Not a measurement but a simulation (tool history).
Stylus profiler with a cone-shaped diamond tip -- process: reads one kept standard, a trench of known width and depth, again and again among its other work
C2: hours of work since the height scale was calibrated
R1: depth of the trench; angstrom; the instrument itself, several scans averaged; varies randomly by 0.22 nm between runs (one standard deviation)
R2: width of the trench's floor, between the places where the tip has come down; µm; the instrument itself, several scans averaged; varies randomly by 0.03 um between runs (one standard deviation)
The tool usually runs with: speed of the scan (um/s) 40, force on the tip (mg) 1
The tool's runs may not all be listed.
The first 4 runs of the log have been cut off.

{"run": 5, "hour": 46.6, "speed of the scan (um/s)": 40, "force on the tip (mg)": 1, "scans with this tip": 7794, "C2": 555, "R1": 10099.7, "R2": 42.52}
{"run": 6, "hour": 61.4, "speed of the scan (um/s)": 40, "force on the tip (mg)": 1, "scans with this tip": 7900, "C2": 562, "R1": 10099, "R2": 42.48}
{"run": 7, "hour": 70.8, "speed of the scan (um/s)": 40, "force on the tip (mg)": 1, "scans with this tip": 7966, "C2": 567, "R1": 10102, "R2": 42.54}
{"run": 8, "hour": 79.1, "speed of the scan (um/s)": 40, "force on the tip (mg)": 1, "scans with this tip": 8026, "C2": 571, "R1": 10101.8, "R2": 42.47}
{"run": 9, "hour": 86.9, "speed of the scan (um/s)": 40, "force on the tip (mg)": 1, "scans with this tip": 8081, "C2": 575, "R1": 10102.5, "R2": 42.49}
{"run": 10, "hour": 95.5, "speed of the scan (um/s)": 40, "force on the tip (mg)": 1, "scans with this tip": 8143, "C2": 580, "R1": 10102.6, "R2": 42.44}
{"run": 11, "hour": 109.2, "speed of the scan (um/s)": 40, "force on the tip (mg)": 0.63, "scans with this tip": 8241, "C2": 587, "R1": 10081.4, "R2": 42.36}
{"run": 12, "hour": 118.7, "speed of the scan (um/s)": 27, "force on the tip (mg)": 0.63, "scans with this tip": 8309, "C2": 592, "R1": 10080.1, "R2": 42.54}
{"run": 13, "hour": 129.7, "speed of the scan (um/s)": 27, "force on the tip (mg)": 0.63, "scans with this tip": 8387, "C2": 597, "R1": 10083.3, "R2": 42.52}
{"run": 14, "hour": 144.8, "speed of the scan (um/s)": 27, "force on the tip (mg)": 0.63, "scans with this tip": 8495, "C2": 605, "R1": 10083.6, "R2": 42.48}
{"run": 15, "hour": 157.3, "speed of the scan (um/s)": 27, "force on the tip (mg)": 0.38, "scans with this tip": 8584, "C2": 611, "R1": 10061.9, "R2": 42.44}
{"run": 16, "hour": 171.3, "speed of the scan (um/s)": 40, "force on the tip (mg)": 1, "scans with this tip": 8684, "C2": 618, "R1": 10103.8, "R2": 42.43}
{"run": 17, "hour": 179.6, "speed of the scan (um/s)": 40, "force on the tip (mg)": 0.68, "scans with this tip": 8744, "C2": 623, "R1": 10084.6, "R2": 42.37}
{"run": 18, "hour": 188.4, "speed of the scan (um/s)": 40, "force on the tip (mg)": 0.68, "scans with this tip": 8807, "C2": 627, "R1": 10083.3, "R2": 42.33}
{"run": 19, "hour": 200.1, "speed of the scan (um/s)": 40, "force on the tip (mg)": 0.68, "scans with this tip": 8890, "C2": 633, "R1": 10082.1, "R2": 42.32}
{"run": 20, "hour": 211.3, "speed of the scan (um/s)": 11, "force on the tip (mg)": 0.84, "scans with this tip": 8970, "C2": 639, "R1": 10090.1, "R2": 42.68}
{"run": 21, "hour": 220.1, "speed of the scan (um/s)": 16, "force on the tip (mg)": 0.4, "scans with this tip": 9033, "C2": 643, "R1": 10065.3, "R2": 42.58}
{"run": 22, "hour": 232.0, "speed of the scan (um/s)": 156, "force on the tip (mg)": 1.46, "scans with this tip": 9118, "C2": 649, "R1": 10125, "R2": 41.47}
{"run": 23, "hour": 241.7, "speed of the scan (um/s)": 52, "force on the tip (mg)": 1.21, "scans with this tip": 9187, "C2": 654, "R1": 10111.8, "R2": 42.29}
{"run": 24, "hour": 257.1, "speed of the scan (um/s)": 96, "force on the tip (mg)": 0.99, "scans with this tip": 9297, "C2": 662, "R1": 10103.4, "R2": 41.75}
{"run": 25, "hour": 271.0, "speed of the scan (um/s)": 35, "force on the tip (mg)": 2.44, "scans with this tip": 9396, "C2": 669, "R1": 10164.8, "R2": 42.55}
{"run": 26, "hour": 283.4, "speed of the scan (um/s)": 40, "force on the tip (mg)": 1.73, "scans with this tip": 9485, "C2": 675, "R1": 10135.2, "R2": 42.44}
{"run": 27, "hour": 296.4, "speed of the scan (um/s)": 35, "force on the tip (mg)": 1.69, "scans with this tip": 9578, "C2": 682, "R1": 10136, "R2": 42.45}
{"run": 28, "hour": 310.2, "speed of the scan (um/s)": 150, "force on the tip (mg)": 0.45, "scans with this tip": 9677, "C2": 689, "R1": 10069.3, "R2": 40.43}
{"run": 29, "hour": 317.8, "speed of the scan (um/s)": 50, "force on the tip (mg)": 2.89, "scans with this tip": 9731, "C2": 693, "R1": 10182.8, "R2": 42.46}

For run 30, what comes out?
{"run": 30, "hour": 329.3, "speed of the scan (um/s)": 50, "force on the tip (mg)": 2.89, "scans with this tip": 9813, "C2": 699, "R1": "?", "R2": "?"}

{"run 30": {"R1": 10182.6, "R2": 42.38}}
On a tool with no hidden condition, and with the same random variation, this run would have come out at R1 10155.6 angstrom, R2 43.67 µm.
